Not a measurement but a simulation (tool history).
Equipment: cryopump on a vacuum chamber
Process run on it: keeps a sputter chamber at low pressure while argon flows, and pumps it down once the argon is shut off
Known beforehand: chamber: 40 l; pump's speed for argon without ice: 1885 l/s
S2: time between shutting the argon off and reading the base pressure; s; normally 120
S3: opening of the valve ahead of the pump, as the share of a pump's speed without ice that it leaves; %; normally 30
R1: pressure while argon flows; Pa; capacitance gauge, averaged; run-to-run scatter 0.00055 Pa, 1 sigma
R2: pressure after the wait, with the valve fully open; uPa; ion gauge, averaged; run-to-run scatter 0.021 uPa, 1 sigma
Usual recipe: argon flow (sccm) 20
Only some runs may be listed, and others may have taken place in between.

{"run": 1, "hour": 0.0, "argon flow (sccm)": 20, "S2": 120, "S3": 30, "R1": 0.061, "R2": 1.32}
{"run": 2, "hour": 27.3, "argon flow (sccm)": 20, "S2": 120, "S3": 30, "R1": 0.0608, "R2": 1.32}
{"run": 3, "hour": 74.9, "argon flow (sccm)": 20, "S2": 120, "S3": 30, "R1": 0.061, "R2": 1.33}
{"run": 4, "hour": 138.6, "argon flow (sccm)": 20, "S2": 120, "S3": 30, "R1": 0.0607, "R2": 1.41}
{"run": 5, "hour": 176.4, "argon flow (sccm)": 20, "S2": 120, "S3": 30, "R1": 0.0627, "R2": 1.45}
{"run": 6, "hour": 232.9, "argon flow (sccm)": 20, "S2": 120, "S3": 30, "R1": 0.0624, "R2": 1.47}
{"run": 7, "hour": 295.9, "argon flow (sccm)": 13, "S2": 120, "S3": 30, "R1": 0.0405, "R2": 1.48}
{"run": 8, "hour": 345.3, "argon flow (sccm)": 20, "S2": 120, "S3": 30, "R1": 0.0625, "R2": 1.51}
{"run": 9, "hour": 373.3, "argon flow (sccm)": 20, "S2": 120, "S3": 30, "R1": 0.0623, "R2": 1.57}
{"hour": 386.8, "done": "leaking fittings of the chamber tightened, without venting"}
{"run": 10, "hour": 427.5, "argon flow (sccm)": 20, "S2": 120, "S3": 30, "R1": 0.0618, "R2": 0.46}
{"run": 11, "hour": 463.9, "argon flow (sccm)": 27, "S2": 120, "S3": 30, "R1": 0.0852, "R2": 0.42}
{"run": 12, "hour": 520.1, "argon flow (sccm)": 27, "S2": 120, "S3": 30, "R1": 0.0848, "R2": 0.47}
{"run": 13, "hour": 566.2, "argon flow (sccm)": 27, "S2": 120, "S3": 30, "R1": 0.0852, "R2": 0.51}
{"run": 14, "hour": 596.8, "argon flow (sccm)": 20, "S2": 120, "S3": 30, "R1": 0.0628, "R2": 0.52}
{"run": 15, "hour": 642.7, "argon flow (sccm)": 20, "S2": 120, "S3": 30, "R1": 0.0628, "R2": 0.54}
{"run": 16, "hour": 679.3, "argon flow (sccm)": 14, "S2": 120, "S3": 30, "R1": 0.0444, "R2": 0.59}
{"run": 17, "hour": 714.8, "argon flow (sccm)": 20, "S2": 28, "S3": 30, "R1": 0.0631, "R2": 1.21}
{"run": 18, "hour": 743.5, "argon flow (sccm)": 20, "S2": 28, "S3": 30, "R1": 0.0631, "R2": 1.24}
{"run": 19, "hour": 805.4, "argon flow (sccm)": 20, "S2": 28, "S3": 30, "R1": 0.0631, "R2": 1.26}
{"hour": 856.0, "done": "pump warmed up, emptied and cooled again"}
{"run": 20, "hour": 857.5, "argon flow (sccm)": 20, "S2": 28, "S3": 30, "R1": 0.0603, "R2": 1.23}
{"run": 21, "hour": 916.9, "argon flow (sccm)": 23, "S2": 120, "S3": 15, "R1": 0.1377, "R2": 0.65}
{"run": 22, "hour": 972.3, "argon flow (sccm)": 23, "S2": 120, "S3": 15, "R1": 0.1385, "R2": 0.62}
{"run": 23, "hour": 1001.3, "argon flow (sccm)": 14, "S2": 48, "S3": 15, "R1": 0.0832, "R2": 0.97}
{"run": 24, "hour": 1062.4, "argon flow (sccm)": 28, "S2": 179, "S3": 15, "R1": 0.1679, "R2": 0.66}
{"run": 25, "hour": 1108.7, "argon flow (sccm)": 28, "S2": 179, "S3": 15, "R1": 0.1691, "R2": 0.68}
{"run": 26, "hour": 1148.1, "argon flow (sccm)": 12, "S2": 215, "S3": 30, "R1": 0.036, "R2": 0.71}
{"run": 27, "hour": 1197.3, "argon flow (sccm)": 10, "S2": 38, "S3": 42, "R1": 0.022, "R2": 1.14}
{"run": 28, "hour": 1239.4, "argon flow (sccm)": 19, "S2": 106, "S3": 42, "R1": 0.0416, "R2": 0.85}
{"run": 29, "hour": 1282.5, "argon flow (sccm)": 19, "S2": 106, "S3": 42, "R1": 0.0421, "R2": 0.87}
{"run": 30, "hour": 1344.3, "argon flow (sccm)": 19, "S2": 106, "S3": 42, "R1": 0.0417, "R2": 0.86}
{"run": 31, "hour": 1376.1, "argon flow (sccm)": 19, "S2": 106, "S3": 42, "R1": 0.0418, "R2": 0.9}
{"run": 32, "hour": 1420.7, "argon flow (sccm)": 19, "S2": 106, "S3": 42, "R1": 0.0418, "R2": 0.96}
{"run": 33, "hour": 1455.7, "argon flow (sccm)": 14, "S2": 106, "S3": 42, "R1": 0.0319, "R2": 0.9}

What if the next run were any one of these 5? Each begins from the tool's condition after run 33:
{"run": "A", "hour": 1518.9, "argon flow (sccm)": 14, "S2": 39, "S3": 50, "R1": "?", "R2": "?"}
{"run": "B", "hour": 1518.9, "argon flow (sccm)": 31, "S2": 120, "S3": 40, "R1": "?", "R2": "?"}
{"run": "C", "hour": 1518.9, "argon flow (sccm)": 14, "S2": 106, "S3": 19, "R1": "?", "R2": "?"}
{"run": "D", "hour": 1518.9, "argon flow (sccm)": 20, "S2": 33, "S3": 19, "R1": "?", "R2": "?"}
{"run": "E", "hour": 1518.9, "argon flow (sccm)": 32, "S2": 244, "S3": 31, "R1": "?", "R2": "?"}

run=A R1=0.0261 R2=1.43
run=B R1=0.0728 R2=0.97
run=C R1=0.0672 R2=0.99
run=D R1=0.0961 R2=1.40
run=E R1=0.0961 R2=0.87
With no hidden state in the tool, these same runs would have given:
run=A R1=0.0247 R2=0.80
run=B R1=0.0695 R2=0.34
run=C R1=0.0658 R2=0.38
run=D R1=0.0940 R2=0.80
run=E R1=0.0927 R2=0.23

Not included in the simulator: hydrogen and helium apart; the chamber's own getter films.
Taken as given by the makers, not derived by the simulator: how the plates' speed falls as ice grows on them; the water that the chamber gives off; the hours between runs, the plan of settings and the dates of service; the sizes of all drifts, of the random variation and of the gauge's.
